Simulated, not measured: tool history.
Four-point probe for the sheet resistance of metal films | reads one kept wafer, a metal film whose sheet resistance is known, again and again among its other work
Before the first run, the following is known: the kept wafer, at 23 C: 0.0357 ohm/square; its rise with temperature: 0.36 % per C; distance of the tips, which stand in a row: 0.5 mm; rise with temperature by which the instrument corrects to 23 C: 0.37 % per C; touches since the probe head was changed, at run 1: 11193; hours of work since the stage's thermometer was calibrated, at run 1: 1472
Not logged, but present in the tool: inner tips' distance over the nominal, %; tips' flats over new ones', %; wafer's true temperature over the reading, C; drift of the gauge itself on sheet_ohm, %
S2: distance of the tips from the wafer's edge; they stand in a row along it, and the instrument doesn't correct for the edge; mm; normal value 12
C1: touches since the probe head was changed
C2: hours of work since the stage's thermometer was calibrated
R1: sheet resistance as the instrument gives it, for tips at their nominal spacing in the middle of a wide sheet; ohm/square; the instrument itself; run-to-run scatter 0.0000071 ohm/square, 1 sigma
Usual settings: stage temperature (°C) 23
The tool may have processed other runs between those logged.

Run 1, hour 0.0: usual settings; C1 11193; C2 1472. Result: R1 0.035386 ohm/square.
Run 2, hour 18.6: usual settings but stage temperature (°C) 21; C1 11456; C2 1482. Result: R1 0.035387 ohm/square.
Run 3, hour 45.5: usual settings but stage temperature (°C) 21; C1 11837; C2 1497. Result: R1 0.035382 ohm/square.
Run 4, hour 76.5: usual settings but stage temperature (°C) 21; C1 12276; C2 1513. Result: R1 0.035389 ohm/square.
Run 5, hour 104.8: usual settings but stage temperature (°C) 18; C1 12677; C2 1528. Result: R1 0.035386 ohm/square.
Run 6, hour 133.8: usual settings but stage temperature (°C) 18; C1 13089; C2 1544. Result: R1 0.035383 ohm/square.
Run 7, hour 154.8: usual settings but stage temperature (°C) 18; C1 13386; C2 1555. Result: R1 0.035377 ohm/square.
Run 8, hour 190.0: usual settings but stage temperature (°C) 18; C1 13885; C2 1574. Result: R1 0.035381 ohm/square.
Run 9, hour 230.3: usual settings but S2 16 mm; C1 14456; C2 1596. Result: R1 0.035336 ohm/square.
Run 10, hour 258.5: usual settings but S2 16 mm; C1 14855; C2 1611. Result: R1 0.035332 ohm/square.
Run 11, hour 284.8: usual settings; C1 15228; C2 1625. Result: R1 0.035342 ohm/square.
Run 12, hour 311.3: usual settings; C1 15605; C2 1639. Result: R1 0.035349 ohm/square.
Run 13, hour 331.4: usual settings but stage temperature (°C) 31; C1 15889; C2 1650. Result: R1 0.035323 ohm/square.
At hour 341.3: stage's thermometer calibrated.
Run 14, hour 353.2: usual settings but stage temperature (°C) 31; C1 16191; C2 6. Result: R1 0.035362 ohm/square.
Run 15, hour 393.7: usual settings but stage temperature (°C) 31; C1 16765; C2 28. Result: R1 0.035351 ohm/square.
Run 16, hour 430.4: usual settings but stage temperature (°C) 31, S2 33 mm; C1 17285; C2 48. Result: R1 0.035334 ohm/square.
Run 17, hour 451.9: usual settings but stage temperature (°C) 26; C1 17589; C2 59. Result: R1 0.035368 ohm/square.
Run 18, hour 475.7: usual settings but stage temperature (°C) 26; C1 17927; C2 72. Result: R1 0.035369 ohm/square.
Run 19, hour 500.0: usual settings; C1 18271; C2 85. Result: R1 0.035373 ohm/square.
Run 20, hour 538.2: usual settings; C1 18812; C2 106. Result: R1 0.035364 ohm/square.
Run 21, hour 558.3: usual settings but S2 53 mm; C1 19097; C2 116. Result: R1 0.035332 ohm/square.
Run 22, hour 581.7: usual settings but S2 53 mm; C1 19429; C2 129. Result: R1 0.035331 ohm/square.
Run 23, hour 600.5: usual settings but S2 26 mm; C1 19695; C2 139. Result: R1 0.035329 ohm/square.
Run 24, hour 632.8: usual settings but stage temperature (°C) 19, S2 38 mm; C1 20152; C2 156. Result: R1 0.035327 ohm/square.
Run 25, hour 654.3: usual settings but stage temperature (°C) 19, S2 38 mm; C1 20457; C2 168. Result: R1 0.035340 ohm/square.
Run 26, hour 696.7: usual settings but S2 15 mm; C1 21058; C2 190. Result: R1 0.035339 ohm/square.
Run 27, hour 721.9: usual settings; C1 21416; C2 204. Result: R1 0.035345 ohm/square.
Run 28, hour 762.3: usual settings but stage temperature (°C) 31, S2 5 mm; C1 21988; C2 226. Result: R1 0.035466 ohm/square.
Run 29, hour 789.4: usual settings but stage temperature (°C) 28, S2 5 mm; C1 22372; C2 240. Result: R1 0.035478 ohm/square.
Run 30, hour 815.5: usual settings but stage temperature (°C) 25; C1 22742; C2 254. Result: R1 0.035313 ohm/square.

What will run 31 give?
Run 31, hour 837.6: usual settings but stage temperature (°C) 25; C1 23055; C2 266. Result: R1 ?.

Run 31 measured R1 0.035313 ohm/square.
With the hidden condition absent and the run-to-run variation left alone, this run would have shown R1 0.035720 ohm/square.
